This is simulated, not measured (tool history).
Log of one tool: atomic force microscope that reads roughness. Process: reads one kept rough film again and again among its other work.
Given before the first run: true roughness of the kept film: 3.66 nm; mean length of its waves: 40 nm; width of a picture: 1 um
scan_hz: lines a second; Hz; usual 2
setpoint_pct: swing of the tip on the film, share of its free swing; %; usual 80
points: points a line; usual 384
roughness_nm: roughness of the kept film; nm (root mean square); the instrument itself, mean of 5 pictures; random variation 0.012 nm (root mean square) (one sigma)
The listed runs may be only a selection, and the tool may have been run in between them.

run,hour,scan_hz,setpoint_pct,points,roughness_nm
1,0,2,80,384,3.169
2,32.5,2,80,384,3.084
# hour 38.4: new tip fitted
3,54.3,2,80,384,3.252
4,82.7,2,79,384,3.212
5,104.6,2,79,384,3.161
# hour 127.1: new tip fitted
6,133.8,2,79,384,3.289
7,148.1,2,80,384,3.237
# hour 150.7: height scale calibrated on a step standard
8,177.9,2,80,384,3.17

What does the tool deliver on the next run?
9,197.8,2,80,384,?

{"run 9": {"roughness_nm": 3.158}}
Minus the tool's unlogged condition, the same run would have read roughness_nm 3.283 nm (root mean square).
